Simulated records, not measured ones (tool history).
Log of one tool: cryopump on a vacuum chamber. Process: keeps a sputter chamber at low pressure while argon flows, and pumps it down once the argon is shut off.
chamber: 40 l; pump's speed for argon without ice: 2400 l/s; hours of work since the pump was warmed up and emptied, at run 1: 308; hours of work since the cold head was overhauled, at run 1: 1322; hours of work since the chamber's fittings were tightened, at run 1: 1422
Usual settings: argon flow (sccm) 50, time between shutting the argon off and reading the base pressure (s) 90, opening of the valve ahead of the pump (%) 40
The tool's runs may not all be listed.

run	hour	argon flow (sccm)	time between shutting the argon off and reading the base pressure (s)	opening of the valve ahead of the pump (%)	hours of work since the pump was warmed up and emptied	hours of work since the cold head was overhauled	hours of work since the chamber's fittings were tightened	pressure while argon flows (Pa)	pressure after the wait (uPa)
1	0.0	50	90	40	308	1322	1422	0.0920	1.71
2	70.9	50	90	40	346	1359	1460	0.0916	1.68
3	107.0	50	90	15	365	1378	1479	0.2391	1.74
4	146.5	50	90	15	386	1400	1500	0.2405	1.73
5	190.8	50	90	15	410	1423	1524	0.2406	1.81
6	239.5	50	90	31	436	1449	1549	0.1187	1.81
7	272.1	50	90	31	453	1466	1567	0.1191	1.78
8	332.7	33	90	38	485	1498	1599	0.0654	1.81
# hour 371.7: leaking fittings of the chamber tightened, without venting
9	384.2	25	90	17	512	1525	7	0.1079	0.66
10	418.4	25	90	17	530	1543	25	0.1062	0.67
11	449.5	20	90	17	546	1559	41	0.0848	0.66
12	503.2	20	37	15	575	1588	70	0.0962	1.38

4 ways to go on from here, each from the tool as it stands after run 12. What would each give?
A	549.2	68	90	40	599	1612	94	?	?
B	549.2	50	48	40	599	1612	94	?	?
C	549.2	20	63	15	599	1612	94	?	?
D	549.2	33	90	40	599	1612	94	?	?

run	pressure while argon flows (Pa)	pressure after the wait (uPa)
A	0.1304	0.68
B	0.0948	1.10
C	0.0966	0.91
D	0.0629	0.69
Without the tool's hidden state the same runs would have given:
run	pressure while argon flows (Pa)	pressure after the wait (uPa)
A	0.1208	0.56
B	0.0878	0.98
C	0.0938	0.78
D	0.0583	0.57
